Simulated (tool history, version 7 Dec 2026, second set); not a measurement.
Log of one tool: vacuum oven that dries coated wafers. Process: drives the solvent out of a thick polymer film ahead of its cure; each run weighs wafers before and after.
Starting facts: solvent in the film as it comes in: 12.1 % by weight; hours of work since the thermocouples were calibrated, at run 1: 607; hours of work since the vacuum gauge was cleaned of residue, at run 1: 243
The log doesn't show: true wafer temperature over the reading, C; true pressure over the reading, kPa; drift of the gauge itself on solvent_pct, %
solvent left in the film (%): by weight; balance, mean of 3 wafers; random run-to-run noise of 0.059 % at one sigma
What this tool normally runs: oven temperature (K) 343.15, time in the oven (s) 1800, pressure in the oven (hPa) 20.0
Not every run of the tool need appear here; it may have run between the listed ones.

run   hour  oven temperature (K)  time in the oven (s)  pressure in the oven (hPa)  hours of work since the thermocouples were calibrated  hours of work since the vacuum gauge was cleaned of residue  solvent left in the film (%)
  1    0.0                343.15                  1800                        20.0                                                    607                                                          243                          3.66
  2    7.1                343.15                  2280                        20.0                                                    612                                                          248                          2.93
  3   18.9                343.15                  1800                        20.0                                                    620                                                          256                          3.67
  4   29.2                343.15                  1800                        20.0                                                    627                                                          263                          3.56
  5   34.9                343.15                  1800                        20.0                                                    631                                                          267                          3.56
  6   45.7                343.15                  1800                        20.0                                                    639                                                          275                          3.52
  7   52.2                343.15                  1800                        20.0                                                    643                                                          279                          3.66
  8   63.0                338.15                  1800                        20.0                                                    650                                                          287                          5.14
  9   68.9                338.15                  1800                        20.0                                                    655                                                          291                          5.14
      71.1  -- vacuum gauge cleaned of residue and calibrated
 10   77.0                338.15                  1800                        20.0                                                    659                                                            4                          5.25
 11   83.1                343.15                  3180                        54.6                                                    663                                                            8                          3.73
 12   95.5                336.15                  1980                        31.5                                                    672                                                           17                          6.06
      98.2  -- vacuum gauge cleaned of residue and calibrated, once more
 13  108.1                336.15                  1680                        24.3                                                    679                                                            7                          6.15
 14  118.9                343.15                  1020                        25.7                                                    687                                                           14                          5.72
 15  126.7                334.15                  1200                        20.0                                                    692                                                           20                          7.21
 16  136.1                333.15                  1200                        20.0                                                    699                                                           26                          7.59
 17  143.2                333.15                  1200                        20.0                                                    704                                                           31                          7.47
 18  151.9                333.15                  3000                        16.0                                                    709                                                           37                          5.03
 19  159.7                341.15                  1800                        60.6                                                    715                                                           42                          5.89
 20  166.3                349.15                  1440                        20.0                                                    719                                                           47                          2.59

Predict each of these 3 candidate next runs independently; none follows another, all start after run 20:
  A  173.5                351.15                  1440                        72.7                                                    724                                                           52                             ?
  B  173.5                341.15                  2700                        29.5                                                    724                                                           52                             ?
  C  173.5                329.15                  1440                        10.8                                                    724                                                           52                             ?

run  solvent left in the film (%)
  A                          3.82
  B                          3.42
  C                          7.47
Stripped of hidden state, with their random variation kept, the same runs would have yielded:
run  solvent left in the film (%)
  A                          3.42
  B                          2.99
  C                          7.13
